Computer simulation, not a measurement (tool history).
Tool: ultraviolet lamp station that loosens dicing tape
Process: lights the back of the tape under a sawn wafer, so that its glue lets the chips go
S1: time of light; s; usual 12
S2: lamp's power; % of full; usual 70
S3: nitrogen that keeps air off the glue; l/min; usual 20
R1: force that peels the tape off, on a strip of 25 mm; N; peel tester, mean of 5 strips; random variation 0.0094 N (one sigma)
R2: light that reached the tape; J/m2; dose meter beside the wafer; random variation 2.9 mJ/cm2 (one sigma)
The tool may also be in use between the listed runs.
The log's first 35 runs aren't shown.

run	hour	S1	S2	S3	R1	R2
36	1655.2	13	70	20	0.681	2990
37	1688.2	12	63	20	0.886	2470
38	1749.7	12	87	35	0.413	3280
# hour 1770.6: lamp changed
39	1799.3	19	67	35	0.161	5900
# hour 1858.6: window cleaned of glue's vapour
40	1861.9	6	69	27	0.99	1990
41	1916.9	12	65	20	0.505	3670
42	1960.4	8	67	12	1.093	2500
43	2026.4	8	60	12	1.336	2210
44	2077	9	73	16	0.787	2950

3 ways to go on from here, each from the tool as it stands after run 44. What would each give?
A	2130.1	9	98	12	?	?
B	2130.1	7	89	16	?	?
C	2130.1	12	70	20	?	?

run	R1	R2
A	0.655	3850
B	0.885	2780
C	0.47	3700
Without the tool's hidden state the same runs would have given:
run	R1	R2
A	0.539	4370
B	0.75	3150
C	0.378	4200
